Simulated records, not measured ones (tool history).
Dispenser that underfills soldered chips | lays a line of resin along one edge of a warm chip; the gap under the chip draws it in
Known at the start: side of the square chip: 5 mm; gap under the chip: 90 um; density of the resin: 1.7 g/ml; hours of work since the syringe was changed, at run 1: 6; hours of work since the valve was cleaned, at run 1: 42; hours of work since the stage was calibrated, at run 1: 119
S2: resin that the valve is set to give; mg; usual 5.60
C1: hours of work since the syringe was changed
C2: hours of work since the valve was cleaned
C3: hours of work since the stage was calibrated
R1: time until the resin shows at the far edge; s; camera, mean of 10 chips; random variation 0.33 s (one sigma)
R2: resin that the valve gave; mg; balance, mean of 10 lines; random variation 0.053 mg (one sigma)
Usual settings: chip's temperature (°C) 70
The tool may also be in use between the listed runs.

{"run": 1, "hour": 0.0, "chip's temperature (°C)": 70, "S2": 5.6, "C1": 6, "C2": 42, "C3": 119, "R1": 22.3, "R2": 5.36}
{"hour": 2.4, "done": "new syringe of resin"}
{"run": 2, "hour": 7.0, "chip's temperature (°C)": 70, "S2": 5.6, "C1": 3, "C2": 46, "C3": 123, "R1": 18.7, "R2": 5.4}
{"run": 3, "hour": 11.8, "chip's temperature (°C)": 70, "S2": 5.6, "C1": 7, "C2": 50, "C3": 127, "R1": 25.1, "R2": 5.29}
{"hour": 13.2, "done": "new syringe of resin"}
{"run": 4, "hour": 16.0, "chip's temperature (°C)": 70, "S2": 5.6, "C1": 2, "C2": 53, "C3": 130, "R1": 16.5, "R2": 5.4}
{"run": 5, "hour": 19.1, "chip's temperature (°C)": 70, "S2": 5.6, "C1": 4, "C2": 55, "C3": 132, "R1": 19.3, "R2": 5.4}
{"hour": 23.8, "done": "new syringe of resin"}
{"run": 6, "hour": 25.6, "chip's temperature (°C)": 70, "S2": 6.66, "C1": 1, "C2": 59, "C3": 136, "R1": 15.9, "R2": 6.43}
{"run": 7, "hour": 33.2, "chip's temperature (°C)": 70, "S2": 6.66, "C1": 7, "C2": 65, "C3": 141, "R1": 23.4, "R2": 6.31}
{"hour": 34.6, "done": "new syringe of resin"}
{"run": 8, "hour": 39.7, "chip's temperature (°C)": 70, "S2": 6.66, "C1": 4, "C2": 69, "C3": 146, "R1": 19.1, "R2": 6.22}
{"hour": 45.4, "done": "new syringe of resin"}
{"run": 9, "hour": 46.5, "chip's temperature (°C)": 70, "S2": 6.66, "C1": 1, "C2": 74, "C3": 150, "R1": 15.4, "R2": 6.14}
{"run": 10, "hour": 53.8, "chip's temperature (°C)": 70, "S2": 6.66, "C1": 6, "C2": 79, "C3": 156, "R1": 23.4, "R2": 6.25}
{"hour": 55.9, "done": "new syringe of resin"}
{"run": 11, "hour": 61.3, "chip's temperature (°C)": 70, "S2": 5.6, "C1": 4, "C2": 84, "C3": 161, "R1": 19.4, "R2": 5.23}
{"hour": 66.6, "done": "new syringe of resin"}
{"run": 12, "hour": 68.7, "chip's temperature (°C)": 70, "S2": 5.6, "C1": 1, "C2": 89, "C3": 166, "R1": 16.2, "R2": 5.21}
{"run": 13, "hour": 73.1, "chip's temperature (°C)": 70, "S2": 5.6, "C1": 5, "C2": 92, "C3": 169, "R1": 20.9, "R2": 5.2}
{"hour": 77.0, "done": "new syringe of resin"}
{"run": 14, "hour": 77.4, "chip's temperature (°C)": 70, "S2": 5.6, "C1": 0, "C2": 95, "C3": 172, "R1": 15.3, "R2": 5.2}
{"hour": 80.0, "done": "dispensing valve cleaned and set on the balance"}
{"run": 15, "hour": 85.5, "chip's temperature (°C)": 70, "S2": 5.6, "C1": 5, "C2": 4, "C3": 177, "R1": 21.9, "R2": 5.55}
{"hour": 88.9, "done": "new syringe of resin"}
{"run": 16, "hour": 90.6, "chip's temperature (°C)": 70, "S2": 5.6, "C1": 1, "C2": 7, "C3": 180, "R1": 16.4, "R2": 5.57}
{"run": 17, "hour": 94.5, "chip's temperature (°C)": 70, "S2": 5.38, "C1": 4, "C2": 10, "C3": 183, "R1": 20.1, "R2": 5.39}
{"hour": 99.8, "done": "new syringe of resin"}
{"run": 18, "hour": 101.8, "chip's temperature (°C)": 70, "S2": 5.99, "C1": 1, "C2": 15, "C3": 188, "R1": 15.3, "R2": 5.92}

Run 19 comes next. What will it give?
{"run": 19, "hour": 105.6, "chip's temperature (°C)": 68, "S2": 5.6, "C1": 4, "C2": 18, "C3": 191, "R1": "?", "R2": "?"}

Run 19 gave R1 21.4 s, R2 5.55 mg.
Without the tool's hidden state the same run would have given R1 15.5 s, R2 5.62 mg.

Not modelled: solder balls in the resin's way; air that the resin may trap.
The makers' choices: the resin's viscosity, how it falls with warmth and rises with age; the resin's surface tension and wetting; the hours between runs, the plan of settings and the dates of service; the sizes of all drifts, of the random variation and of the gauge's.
